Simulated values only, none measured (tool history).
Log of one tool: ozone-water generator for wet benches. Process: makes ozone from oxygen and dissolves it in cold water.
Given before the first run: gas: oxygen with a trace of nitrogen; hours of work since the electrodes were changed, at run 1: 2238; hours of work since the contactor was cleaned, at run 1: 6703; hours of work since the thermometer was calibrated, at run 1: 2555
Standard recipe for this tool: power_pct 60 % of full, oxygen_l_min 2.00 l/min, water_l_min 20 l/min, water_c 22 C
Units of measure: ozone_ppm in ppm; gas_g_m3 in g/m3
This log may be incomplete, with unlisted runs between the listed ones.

run,hour,power_pct,oxygen_l_min,water_l_min,water_c,hours of work since the electrodes were changed,hours of work since the contactor was cleaned,hours of work since the thermometer was calibrated,ozone_ppm,gas_g_m3
1,0.0,60,2.00,20,22,2238,6703,2555,11.1,191.3
2,46.5,41,2.00,20,22,2280,6744,2596,8.3,139.3
3,82.6,54,2.00,20,22,2312,6777,2629,10.1,174.4
4,117.5,54,2.00,20,22,2343,6808,2660,10.3,174.8
5,181.4,60,2.00,20,22,2400,6865,2717,11.0,188.5
6,238.8,60,2.00,20,22,2451,6916,2768,11.3,187.9
7,293.4,60,2.00,20,22,2500,6965,2817,11.3,189.4
8,370.9,60,2.00,20,22,2570,7034,2887,11.2,189.2
9,444.3,60,2.00,20,22,2635,7100,2952,11.1,189.3
10,484.9,60,2.00,20,22,2672,7136,2989,11.4,189.9
# hour 508.1: water thermometer calibrated
11,544.3,60,2.00,20,22,2724,7189,32,11.3,189.2
12,600.9,60,2.00,28,22,2775,7240,83,7.9,187.0
13,681.7,60,2.23,20,22,2847,7312,155,11.2,177.6
14,738.6,60,2.23,15,22,2898,7363,206,14.7,177.7
15,773.6,56,2.00,20,22,2929,7394,237,10.6,176.2
16,815.0,60,2.00,20,17,2967,7431,275,11.5,186.5
17,878.5,60,2.00,22,17,3023,7488,331,10.6,186.9
18,926.2,60,2.00,18,22,3066,7531,374,12.4,185.5
19,991.5,51,2.00,24,22,3124,7589,432,8.1,165.0
20,1033.9,64,2.00,20,17,3162,7627,470,12.4,195.6
21,1092.1,53,3.58,18,18,3214,7679,522,12.4,122.5
22,1149.3,83,2.00,14,20,3266,7730,574,20.5,243.1
23,1210.4,83,1.40,14,29,3320,7785,628,18.1,291.3
24,1263.3,60,2.00,12,15,3368,7832,676,19.1,186.2
25,1340.6,62,3.31,20,22,3437,7901,745,12.4,146.4
26,1409.2,60,2.00,20,17,3498,7963,806,11.5,185.4
27,1446.8,60,2.00,20,17,3532,7996,840,11.6,185.1
28,1505.7,46,2.00,15,22,3584,8049,892,11.8,147.7
# hour 1519.4: gauge calibrated
29,1561.5,60,3.19,22,22,3634,8099,942,10.9,147.9
30,1630.8,60,3.19,22,22,3696,8161,1004,10.9,147.2
31,1711.4,60,3.19,22,22,3768,8233,1076,11.0,149.2
32,1777.6,60,3.19,22,22,3828,8292,1136,11.2,146.7

Here are 5 independent what-if runs from the current tool condition. What would each one return?
A,1837.0,50,1.56,22,20,3881,8346,1189,?,?
B,1837.0,45,1.79,19,22,3881,8346,1189,?,?
C,1837.0,60,3.32,20,22,3881,8346,1189,?,?
D,1837.0,41,3.19,22,22,3881,8346,1189,?,?
E,1837.0,43,2.00,20,16,3881,8346,1189,?,?

run,ozone_ppm,gas_g_m3
A,8.3,182.4
B,9.2,158.4
C,12.2,143.5
D,7.9,107.9
E,9.0,144.4
The same runs, with their run-to-run variation unchanged, on a tool lacking any hidden condition would have given:
run,ozone_ppm,gas_g_m3
A,8.3,183.6
B,9.2,159.4
C,12.2,144.4
D,7.9,108.6
E,9.0,145.3

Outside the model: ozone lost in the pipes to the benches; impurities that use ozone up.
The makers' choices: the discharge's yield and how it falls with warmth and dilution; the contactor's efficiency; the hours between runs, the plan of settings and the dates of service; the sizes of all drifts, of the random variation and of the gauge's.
